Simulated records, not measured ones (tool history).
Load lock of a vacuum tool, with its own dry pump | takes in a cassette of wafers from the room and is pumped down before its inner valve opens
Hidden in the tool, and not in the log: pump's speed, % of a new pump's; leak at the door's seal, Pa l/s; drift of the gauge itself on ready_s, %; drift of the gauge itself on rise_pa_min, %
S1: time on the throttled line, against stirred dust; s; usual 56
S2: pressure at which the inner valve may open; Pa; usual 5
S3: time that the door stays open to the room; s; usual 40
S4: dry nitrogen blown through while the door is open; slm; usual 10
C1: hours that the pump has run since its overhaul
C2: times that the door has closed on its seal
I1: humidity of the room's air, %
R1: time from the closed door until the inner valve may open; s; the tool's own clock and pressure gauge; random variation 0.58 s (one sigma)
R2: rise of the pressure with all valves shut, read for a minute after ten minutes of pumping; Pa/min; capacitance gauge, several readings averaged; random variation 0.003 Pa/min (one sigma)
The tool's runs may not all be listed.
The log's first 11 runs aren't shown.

run,hour,S1,S2,S3,S4,C1,C2,I1,R1,R2
12,4583.9,35,5,40,37,4403,46133,45.6,66.1,0.311
13,5031.2,35,5,40,37,4850,47844,45.6,67.9,0.319
14,5499.5,35,5,40,37,5319,49635,45.1,67.6,0.339
15,5764.8,35,5,40,37,5584,50650,50.0,68.6,0.347
16,6188.6,35,5,40,37,6008,52271,44.1,68.7,0.361
17,6601.4,60,5,40,10,6421,53850,46.1,90.8,0.390
18,7113.4,56,5,159,10,6933,55808,48.8,88.5,0.424
19,7505.0,56,5,159,10,7324,57306,46.5,88.8,0.445
20,7730.0,42,8,58,8,7549,58167,44.9,73.6,0.448
21,7990.9,56,5,40,27,7810,59165,46.7,89.1,0.457
22,8332.9,56,5,57,20,8152,60473,45.5,90.1,0.473
23,8659.3,37,5,94,10,8479,61722,42.6,71.7,0.489
24,9172.4,37,5,94,10,8992,63684,49.8,72.3,0.524
25,9409.9,56,5,227,10,9229,64593,44.1,89.3,0.539
26,9688.6,56,5,227,10,9508,65659,45.3,90.3,0.549
27,10190.6,92,7,54,10,10010,67579,43.3,122.5,0.558
28,10480.4,43,5,40,10,10300,68687,46.2,78.6,0.566
29,11008.4,61,5,131,10,10828,70707,43.1,94.3,0.607
30,11519.4,61,5,131,10,11339,72661,42.2,97.5,0.631
# hour 11761.5: door's seal changed, seat wiped
31,11989.0,75,10,106,4,11807,870,45.8,106.4,0.053
32,12496.4,75,10,106,4,12314,2811,44.6,105.2,0.056
33,13027.7,75,10,106,4,12845,4843,49.1,107.2,0.061
34,13354.5,75,5,40,10,13172,6093,45.0,110.8,0.044
# hour 13654.5: dry pump taken out, an overhauled one fitted
35,13654.5,68,6,71,10,0,7218,45.5,94.2,0.052
36,13910.3,36,6,143,10,256,8196,43.2,64.1,0.050

Forecast each of these 4 alternatives for the next run:
A,14137.3,56,10,40,10,483,9064,45.4,?,?
B,14137.3,56,5,235,19,483,9064,43.4,?,?
C,14137.3,69,5,106,10,483,9064,44.3,?,?
D,14137.3,104,6,171,10,483,9064,46.8,?,?

run,R1,R2
A,80.8,0.053
B,82.8,0.059
C,96.1,0.058
D,127.3,0.070
Without the tool's hidden state the same runs would have given:
run,R1,R2
A,80.6,0.023
B,82.6,0.028
C,95.9,0.028
D,127.1,0.040
